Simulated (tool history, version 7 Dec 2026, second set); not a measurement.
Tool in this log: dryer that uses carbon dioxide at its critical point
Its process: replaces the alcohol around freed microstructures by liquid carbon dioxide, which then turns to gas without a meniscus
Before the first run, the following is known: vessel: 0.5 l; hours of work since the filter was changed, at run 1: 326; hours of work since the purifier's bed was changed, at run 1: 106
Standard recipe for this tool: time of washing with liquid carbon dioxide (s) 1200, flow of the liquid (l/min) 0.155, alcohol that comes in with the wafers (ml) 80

run,hour,time of washing with liquid carbon dioxide (s),flow of the liquid (l/min),alcohol that comes in with the wafers (ml),hours of work since the filter was changed,hours of work since the purifier's bed was changed,alcohol left in the vessel before it's heated (ppm by volume)
1,0.0,1200,0.155,80,326,106,2672
# hour 13.1: inlet filter changed
2,24.1,1200,0.207,80,6,118,421
3,41.2,1200,0.207,80,14,126,426
4,60.8,1200,0.140,80,24,136,2641
5,84.9,1200,0.140,80,37,149,2671
6,95.9,1200,0.155,20,42,154,472
7,113.2,1200,0.155,20,51,163,479
8,130.1,1200,0.155,33,60,172,736
9,143.9,1200,0.155,80,67,179,1851
10,160.8,1200,0.155,80,76,188,1858
11,181.4,1200,0.155,52,86,198,1241

Estimate the outcome of run 12 from the log above:
12,191.9,1740,0.155,101,92,203,?

Run 12 measured alcohol left in the vessel before it's heated (ppm by volume) 342.
With no hidden state in the tool, this same run would have given alcohol left in the vessel before it's heated (ppm by volume) 271.

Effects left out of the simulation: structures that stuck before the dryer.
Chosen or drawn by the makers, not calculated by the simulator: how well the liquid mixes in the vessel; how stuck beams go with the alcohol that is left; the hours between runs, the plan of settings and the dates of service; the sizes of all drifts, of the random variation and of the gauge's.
